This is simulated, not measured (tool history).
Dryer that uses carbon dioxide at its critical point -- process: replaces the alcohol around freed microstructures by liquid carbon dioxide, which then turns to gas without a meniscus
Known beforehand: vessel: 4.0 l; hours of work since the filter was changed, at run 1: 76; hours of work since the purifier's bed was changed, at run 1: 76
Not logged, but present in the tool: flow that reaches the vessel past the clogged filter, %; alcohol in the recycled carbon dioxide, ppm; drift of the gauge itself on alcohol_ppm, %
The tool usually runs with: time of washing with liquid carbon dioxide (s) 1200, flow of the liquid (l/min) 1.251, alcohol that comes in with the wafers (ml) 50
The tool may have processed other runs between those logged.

run   hour  time of washing with liquid carbon dioxide (s)  flow of the liquid (l/min)  alcohol that comes in with the wafers (ml)  hours of work since the filter was changed  hours of work since the purifier's bed was changed  alcohol left in the vessel before it's heated (ppm by volume)
  1      0                                            1200                       1.251                                          50                                          76                                                  76                                                            140
  2   44.9                                            1200                       1.251                                          50                                          91                                                  91                                                            145
  3   70.8                                            1200                       1.251                                          50                                         100                                                 100                                                            162
  4  110.7                                             840                       1.251                                          50                                         114                                                 114                                                            559
  5  145.2                                            1200                        2.09                                          50                                         126                                                 126                                                             33
  6  193.1                                            1200                        2.09                                          37                                         143                                                 143                                                             30
  7  228.5                                            1200                        2.09                                          37                                         155                                                 155                                                             29
  8  267.4                                            1200                       1.251                                          50                                         168                                                 168                                                            198
     298.9  -- inlet filter changed
  9  306.2                                            1200                       1.251                                          50                                           3                                                 181                                                            138
 10    350                                            1200                       1.251                                          50                                          18                                                 196                                                            137
 11  395.1                                            1200                        1.77                                          50                                          33                                                 212                                                             52
 12  446.9                                            1080                        1.61                                         120                                          51                                                 230                                                            183
 13    492                                            1440                        0.93                                          34                                          67                                                 245                                                            179
 14  540.6                                            1440                        0.93                                          34                                          83                                                 262                                                            188
 15  575.9                                            1440                        0.93                                          21                                          95                                                 274                                                            139
 16  616.3                                            1200                        1.66                                         104                                         109                                                 288                                                            100

For each entry between runs, how does the tool's hidden state at the last listed run before it compare with that at the first listed run after it?
From run 8 to run 9: inlet filter changed (hour 298.9)
  flow that reaches the vessel past the clogged filter, %: 90 -> 99.4; alcohol in the recycled carbon dioxide, ppm: 29.7 -> 31.3
  what was measured, less what the result would be without the hidden state, alcohol left in the vessel before it's heated (ppm by volume): +90 -> +30
